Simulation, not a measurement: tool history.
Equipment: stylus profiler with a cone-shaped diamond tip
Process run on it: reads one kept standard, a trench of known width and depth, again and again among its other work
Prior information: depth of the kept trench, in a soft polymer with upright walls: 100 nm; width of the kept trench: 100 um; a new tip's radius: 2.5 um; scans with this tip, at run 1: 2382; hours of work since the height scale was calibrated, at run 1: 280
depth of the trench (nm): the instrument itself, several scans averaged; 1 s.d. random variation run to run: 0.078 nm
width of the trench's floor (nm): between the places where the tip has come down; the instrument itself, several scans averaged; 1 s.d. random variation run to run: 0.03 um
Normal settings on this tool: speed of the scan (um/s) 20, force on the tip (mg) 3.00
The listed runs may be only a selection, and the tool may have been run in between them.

run	day	speed of the scan (um/s)	force on the tip (mg)	scans with this tip	hours of work since the height scale was calibrated	depth of the trench (nm)	width of the trench's floor (nm)
1	0.000	20	3.00	2382	280	101.63	98500
2	1.862	20	3.00	2553	300	101.74	98450
3	4.396	20	3.00	2786	327	101.70	98490
4	6.388	20	3.00	2969	348	101.73	98480
5	9.217	20	3.00	3229	379	101.65	98440
6	12.638	20	3.00	3543	416	101.91	98480
7	15.508	20	3.00	3807	447	101.76	98450
8	17.938	20	5.25	4031	473	102.54	98530
9	20.529	20	5.25	4269	501	102.56	98520
10	23.492	20	3.00	4541	533	101.73	98530
11	25.938	20	1.61	4766	559	101.12	98360
12	29.750	20	3.00	5116	600	101.72	98430
13	32.900	20	3.00	5406	634	101.77	98490
14	35.592	6	3.00	5653	663	101.81	98580
15	39.154	6	3.00	5981	702	101.64	98540
16	40.825	20	2.49	6134	720	101.59	98480
17	44.458	20	2.49	6468	759	101.53	98380
18	46.362	20	2.49	6643	780	101.51	98460
19	50.271	20	2.49	7003	822	101.48	98470
20	53.229	20	2.49	7275	854	101.37	98420
21	55.908	20	2.49	7521	883	101.56	98430
22	59.675	20	6.39	7867	923	103.01	98520
23	62.988	20	6.39	8171	959	102.84	98510
24	66.912	42	3.06	8533	1001	101.75	98340
25	70.921	71	3.53	8901	1044	101.92	98260
26	74.325	11	8.12	9214	1081	103.40	98580
27	77.521	12	2.27	9507	1116	101.39	98490
28	80.088	31	3.66	9744	1143	101.97	98490
29	81.817	13	3.00	9902	1162	101.72	98460
30	83.912	13	1.20	10095	1185	100.88	98490
31	86.467	26	2.73	10330	1212	101.58	98420
32	90.150	18	5.50	10668	1252	102.51	98500
33	92.096	18	5.50	10847	1273	102.61	98480
34	95.896	18	5.50	11197	1314	102.52	98480
35	99.433	73	3.16	11522	1352	101.82	98180
36	102.446	29	1.01	11799	1384	100.61	98340

For run 37, what comes out?
37	104.567	28	1.31	11994	1407	?	?

Logged for run 37: depth of the trench (nm) 100.98, width of the trench's floor (nm) 98300.
With no hidden state in the tool, this same run would have given depth of the trench (nm) 101.02, width of the trench's floor (nm) 98320.
